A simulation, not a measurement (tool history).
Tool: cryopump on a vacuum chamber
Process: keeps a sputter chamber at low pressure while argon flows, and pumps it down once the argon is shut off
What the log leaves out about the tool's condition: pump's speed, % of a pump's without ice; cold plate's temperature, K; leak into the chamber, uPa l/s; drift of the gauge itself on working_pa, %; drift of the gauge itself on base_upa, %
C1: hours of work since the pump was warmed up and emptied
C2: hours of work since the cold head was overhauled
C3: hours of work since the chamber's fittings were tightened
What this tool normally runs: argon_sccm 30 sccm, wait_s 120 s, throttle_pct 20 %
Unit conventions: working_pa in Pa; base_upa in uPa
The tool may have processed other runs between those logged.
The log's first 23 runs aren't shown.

run 24 hour=509.3 | argon_sccm=19 wait_s=82 throttle_pct=17 | C1=864 C2=864 C3=182 | working_pa=0.0836 base_upa=1.28
run 25 hour=526.1 | argon_sccm=19 wait_s=22 throttle_pct=17 | C1=879 C2=879 C3=197 | working_pa=0.0842 base_upa=3.22
run 26 hour=546.5 | argon_sccm=33 wait_s=44 throttle_pct=16 | C1=898 C2=898 C3=215 | working_pa=0.1526 base_upa=1.93
run 27 hour=562.1 | argon_sccm=33 wait_s=217 throttle_pct=54 | C1=912 C2=912 C3=229 | working_pa=0.0540 base_upa=0.92
-- hour=570.0 pump warmed up, emptied and cooled again
run 28 hour=597.0 | argon_sccm=49 wait_s=48 throttle_pct=25 | C1=24 C2=938 C3=256 | working_pa=0.1377 base_upa=1.74
run 29 hour=618.5 | argon_sccm=13 wait_s=72 throttle_pct=58 | C1=43 C2=958 C3=275 | working_pa=0.0156 base_upa=1.40
run 30 hour=635.8 | argon_sccm=13 wait_s=72 throttle_pct=58 | C1=59 C2=973 C3=291 | working_pa=0.0164 base_upa=1.33
run 31 hour=664.5 | argon_sccm=13 wait_s=98 throttle_pct=20 | C1=84 C2=999 C3=316 | working_pa=0.0465 base_upa=1.18
run 32 hour=685.3 | argon_sccm=30 wait_s=120 throttle_pct=37 | C1=103 C2=1017 C3=335 | working_pa=0.0565 base_upa=1.10
run 33 hour=705.2 | argon_sccm=30 wait_s=120 throttle_pct=37 | C1=121 C2=1035 C3=353 | working_pa=0.0580 base_upa=1.13
run 34 hour=725.3 | argon_sccm=13 wait_s=120 throttle_pct=17 | C1=139 C2=1053 C3=371 | working_pa=0.0535 base_upa=1.12

Predict each of these 3 candidate next runs independently; none follows another, all start after run 34:
run A hour=740.1 | argon_sccm=57 wait_s=120 throttle_pct=17 | C1=152 C2=1066 C3=384 | working_pa=? base_upa=?
run B hour=740.1 | argon_sccm=13 wait_s=36 throttle_pct=33 | C1=152 C2=1066 C3=384 | working_pa=? base_upa=?
run C hour=740.1 | argon_sccm=52 wait_s=120 throttle_pct=28 | C1=152 C2=1066 C3=384 | working_pa=? base_upa=?

run=A working_pa=0.2347 base_upa=1.22
run=B working_pa=0.0279 base_upa=2.40
run=C working_pa=0.1295 base_upa=1.17
What these runs would have given with no unlogged condition in the tool:
run=A working_pa=0.2321 base_upa=0.65
run=B working_pa=0.0273 base_upa=1.83
run=C working_pa=0.1272 base_upa=0.62
